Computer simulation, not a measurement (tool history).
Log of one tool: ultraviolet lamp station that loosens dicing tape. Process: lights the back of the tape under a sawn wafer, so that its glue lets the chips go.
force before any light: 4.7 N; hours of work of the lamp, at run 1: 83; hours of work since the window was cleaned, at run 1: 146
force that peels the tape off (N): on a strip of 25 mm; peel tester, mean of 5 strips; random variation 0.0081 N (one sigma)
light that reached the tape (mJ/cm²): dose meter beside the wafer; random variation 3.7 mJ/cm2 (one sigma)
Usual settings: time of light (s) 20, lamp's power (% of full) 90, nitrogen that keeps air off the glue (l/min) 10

run,hour,time of light (s),lamp's power (% of full),nitrogen that keeps air off the glue (l/min),hours of work of the lamp,hours of work since the window was cleaned,force that peels the tape off (N),light that reached the tape (mJ/cm²)
1,0,20,90,10,83,146,0.362,577
2,10.5,20,90,10,90,153,0.37,568
3,23.3,20,97,10,99,162,0.325,609
4,31.3,20,97,10,104,167,0.327,609
5,43.1,20,90,7,112,175,0.457,562
6,56.5,20,90,7,121,183,0.465,555
7,64.8,20,87,10,126,189,0.375,538
8,73.4,20,87,10,132,195,0.404,537
9,85.9,20,88,10,140,203,0.388,540
10,93.7,20,88,10,145,208,0.403,535
11,105.7,20,88,10,153,216,0.409,532
12,115.8,23,88,10,160,223,0.334,612
13,128.6,23,88,10,168,231,0.351,610
14,135.6,23,88,10,173,236,0.333,602
15,147.6,23,88,10,181,243,0.343,596
16,159,20,90,10,188,251,0.397,529
17,165.8,20,90,10,193,256,0.416,526
18,175.8,15,90,10,199,262,0.667,389
19,182.1,11,90,10,203,266,1.033,288
20,190.1,11,90,10,209,272,0.995,291
# hour 193.5: window cleaned of glue's vapour
21,199.3,11,90,10,214,4,0.891,315
22,206.6,20,90,10,219,9,0.365,567
23,213.2,15,95,5,224,13,0.785,456
24,222.9,27,64,5,230,19,0.587,545
25,232.2,27,64,6,236,25,0.545,536
26,244,27,64,6,244,33,0.558,539
27,250.4,27,64,6,248,38,0.552,536
28,257.1,22,95,3,253,42,0.63,642
29,266,22,95,3,258,48,0.63,648
30,279.1,22,95,3,267,56,0.643,643
31,291.8,12,83,4,275,65,1.487,294
32,304.2,20,90,8,284,73,0.454,533
33,314.9,15,73,5,291,80,1.2,325
34,324.7,15,73,5,297,87,1.163,325
35,334.9,13,64,11,304,93,1.22,250
36,343.9,13,64,11,310,99,1.16,247
37,354.8,30,90,10,317,106,0.253,792
38,362.9,30,90,10,322,112,0.255,801
39,368.9,20,82,10,326,116,0.476,477
40,380.7,15,90,15,334,123,0.526,387
41,386.6,15,90,15,338,127,0.544,386
42,395,15,90,15,343,133,0.516,387
43,404,20,99,4,349,139,0.63,568

The next listed run, before its measurement:
44,412.6,25,74,9,355,144,?,?

{"run 44": {"force that peels the tape off (N)": 0.417, "light that reached the tape (mJ/cm²)": 529}}
Without the tool's hidden state the same run would have given force that peels the tape off (N) 0.31, light that reached the tape (mJ/cm²) 652.
